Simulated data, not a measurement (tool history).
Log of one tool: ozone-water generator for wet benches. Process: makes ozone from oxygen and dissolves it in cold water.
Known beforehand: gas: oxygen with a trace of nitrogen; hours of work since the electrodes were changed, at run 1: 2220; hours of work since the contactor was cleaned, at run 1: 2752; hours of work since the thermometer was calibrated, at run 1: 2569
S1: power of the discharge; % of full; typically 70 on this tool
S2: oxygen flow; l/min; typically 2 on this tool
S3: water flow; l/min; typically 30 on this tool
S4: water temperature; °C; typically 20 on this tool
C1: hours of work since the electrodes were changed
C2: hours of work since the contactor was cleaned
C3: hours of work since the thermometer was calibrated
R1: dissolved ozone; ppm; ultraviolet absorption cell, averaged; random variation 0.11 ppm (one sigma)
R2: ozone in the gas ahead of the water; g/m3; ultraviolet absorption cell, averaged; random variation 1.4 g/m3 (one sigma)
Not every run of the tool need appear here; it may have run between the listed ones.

{"run": 1, "hour": 0.0, "S1": 70, "S2": 2, "S3": 30, "S4": 20, "C1": 2220, "C2": 2752, "C3": 2569, "R1": 8, "R2": 266.9}
{"run": 2, "hour": 70.3, "S1": 70, "S2": 2, "S3": 30, "S4": 20, "C1": 2267, "C2": 2798, "C3": 2615, "R1": 8.2, "R2": 263.3}
{"run": 3, "hour": 133.7, "S1": 70, "S2": 2, "S3": 30, "S4": 23, "C1": 2308, "C2": 2840, "C3": 2657, "R1": 8, "R2": 265.3}
{"run": 4, "hour": 226.8, "S1": 70, "S2": 2, "S3": 30, "S4": 23, "C1": 2370, "C2": 2901, "C3": 2718, "R1": 7.9, "R2": 265.8}
{"run": 5, "hour": 301.1, "S1": 70, "S2": 2, "S3": 30, "S4": 20, "C1": 2418, "C2": 2950, "C3": 2767, "R1": 8.2, "R2": 264.5}
{"run": 6, "hour": 391.8, "S1": 70, "S2": 2, "S3": 46, "S4": 20, "C1": 2478, "C2": 3009, "C3": 2827, "R1": 4.6, "R2": 262}
{"run": 7, "hour": 470.6, "S1": 70, "S2": 2, "S3": 48, "S4": 20, "C1": 2530, "C2": 3061, "C3": 2879, "R1": 4.5, "R2": 263}
{"run": 8, "hour": 563.9, "S1": 70, "S2": 2, "S3": 30, "S4": 12, "C1": 2591, "C2": 3123, "C3": 2940, "R1": 8.5, "R2": 264.7}
{"run": 9, "hour": 652.7, "S1": 70, "S2": 2, "S3": 30, "S4": 12, "C1": 2649, "C2": 3181, "C3": 2998, "R1": 8.3, "R2": 264.4}
{"run": 10, "hour": 732.3, "S1": 70, "S2": 2, "S3": 30, "S4": 12, "C1": 2702, "C2": 3233, "C3": 3051, "R1": 8.5, "R2": 263.8}
{"run": 11, "hour": 792.3, "S1": 70, "S2": 2, "S3": 30, "S4": 12, "C1": 2741, "C2": 3273, "C3": 3090, "R1": 8.5, "R2": 263.1}
{"run": 12, "hour": 857.1, "S1": 70, "S2": 2, "S3": 30, "S4": 12, "C1": 2784, "C2": 3315, "C3": 3133, "R1": 8.5, "R2": 260.7}
{"run": 13, "hour": 903.6, "S1": 70, "S2": 2, "S3": 30, "S4": 12, "C1": 2814, "C2": 3346, "C3": 3163, "R1": 8.5, "R2": 262.3}
{"run": 14, "hour": 962.4, "S1": 70, "S2": 2, "S3": 30, "S4": 12, "C1": 2853, "C2": 3385, "C3": 3202, "R1": 8.5, "R2": 262}
{"run": 15, "hour": 1056.0, "S1": 92, "S2": 2, "S3": 30, "S4": 20, "C1": 2915, "C2": 3446, "C3": 3263, "R1": 10.1, "R2": 331.9}
{"run": 16, "hour": 1135.6, "S1": 92, "S2": 2, "S3": 30, "S4": 20, "C1": 2967, "C2": 3498, "C3": 3316, "R1": 10.3, "R2": 334.6}
{"run": 17, "hour": 1194.1, "S1": 70, "S2": 1.03, "S3": 36, "S4": 20, "C1": 3005, "C2": 3537, "C3": 3354, "R1": 4.7, "R2": 333.6}
{"run": 18, "hour": 1293.3, "S1": 70, "S2": 1.03, "S3": 36, "S4": 20, "C1": 3071, "C2": 3602, "C3": 3419, "R1": 4.5, "R2": 328.4}
{"run": 19, "hour": 1384.7, "S1": 96, "S2": 2.77, "S3": 30, "S4": 20, "C1": 3131, "C2": 3662, "C3": 3479, "R1": 12.5, "R2": 305.2}
{"run": 20, "hour": 1427.5, "S1": 96, "S2": 2.77, "S3": 30, "S4": 20, "C1": 3159, "C2": 3690, "C3": 3508, "R1": 12, "R2": 303}
{"run": 21, "hour": 1513.7, "S1": 96, "S2": 2.77, "S3": 30, "S4": 20, "C1": 3216, "C2": 3747, "C3": 3564, "R1": 12.3, "R2": 301.9}
{"run": 22, "hour": 1583.9, "S1": 96, "S2": 2.77, "S3": 30, "S4": 20, "C1": 3262, "C2": 3793, "C3": 3610, "R1": 12.3, "R2": 304}
{"run": 23, "hour": 1649.7, "S1": 86, "S2": 2.77, "S3": 26, "S4": 20, "C1": 3305, "C2": 3836, "C3": 3654, "R1": 13.1, "R2": 274.3}
{"run": 24, "hour": 1707.7, "S1": 70, "S2": 2, "S3": 30, "S4": 13, "C1": 3343, "C2": 3874, "C3": 3692, "R1": 8.5, "R2": 257.1}
{"hour": 1737.0, "done": "water thermometer calibrated"}
{"run": 25, "hour": 1767.6, "S1": 93, "S2": 2, "S3": 39, "S4": 20, "C1": 3382, "C2": 3914, "C3": 20, "R1": 7.7, "R2": 331.1}
{"run": 26, "hour": 1820.9, "S1": 93, "S2": 2, "S3": 39, "S4": 20, "C1": 3417, "C2": 3949, "C3": 55, "R1": 7.4, "R2": 330.5}
{"run": 27, "hour": 1889.8, "S1": 92, "S2": 1.5, "S3": 31, "S4": 20, "C1": 3462, "C2": 3994, "C3": 100, "R1": 8.5, "R2": 367.2}
{"run": 28, "hour": 1954.7, "S1": 92, "S2": 1.5, "S3": 36, "S4": 27, "C1": 3505, "C2": 4036, "C3": 143, "R1": 6.7, "R2": 361.2}
{"hour": 2031.3, "done": "gauge calibrated"}
{"run": 29, "hour": 2034.8, "S1": 92, "S2": 1.46, "S3": 36, "S4": 13, "C1": 3558, "C2": 4089, "C3": 196, "R1": 7.3, "R2": 374.6}
{"run": 30, "hour": 2094.5, "S1": 70, "S2": 1.24, "S3": 30, "S4": 17, "C1": 3597, "C2": 4128, "C3": 235, "R1": 6.4, "R2": 315.3}
{"run": 31, "hour": 2137.2, "S1": 70, "S2": 1.39, "S3": 31, "S4": 17, "C1": 3625, "C2": 4156, "C3": 263, "R1": 6.5, "R2": 304.6}
{"run": 32, "hour": 2232.5, "S1": 67, "S2": 1.39, "S3": 42, "S4": 17, "C1": 3688, "C2": 4219, "C3": 326, "R1": 4.3, "R2": 291.7}

Difference, measured minus no-hidden-state, one row per run. Run-to-run variation is common to both terms; the gauge's own scatter need not be:
Hidden conditions of the tool in this case: yield of the discharge, % of new electrodes'; contactor's efficiency, % of a clean one's; true water temperature over the reading, C; drift of the gauge itself on ozone_ppm, %; drift of the gauge itself on gas_g_m3, %.
run=1 R2=-0.2
run=2 R2=-0.4
run=3 R2=-0.7
run=4 R2=-1
run=5 R2=-1.3
run=6 R2=-1.7
run=7 R2=-2
run=8 R2=-2.4
run=9 R2=-2.7
run=10 R2=-3
run=11 R2=-3.2
run=12 R2=-3.5
run=13 R2=-3.7
run=14 R2=-3.9
run=15 R2=-5.4
run=16 R2=-5.9
run=17 R2=-6.1
run=18 R2=-6.5
run=19 R2=-6.6
run=20 R2=-6.8
run=21 R2=-7.1
run=22 R2=-7.5
run=23 R2=-7
run=24 R2=-6.8
run=25 R2=-9.1
run=26 R2=-9.4
run=27 R2=-10.7
run=28 R2=-11
run=29 R2=-0.4
run=30 R2=-0.6
run=31 R2=-0.7
run=32 R2=-1.1
For R1, the value without the hidden state is never more than 0.1 ppm from the measured value.
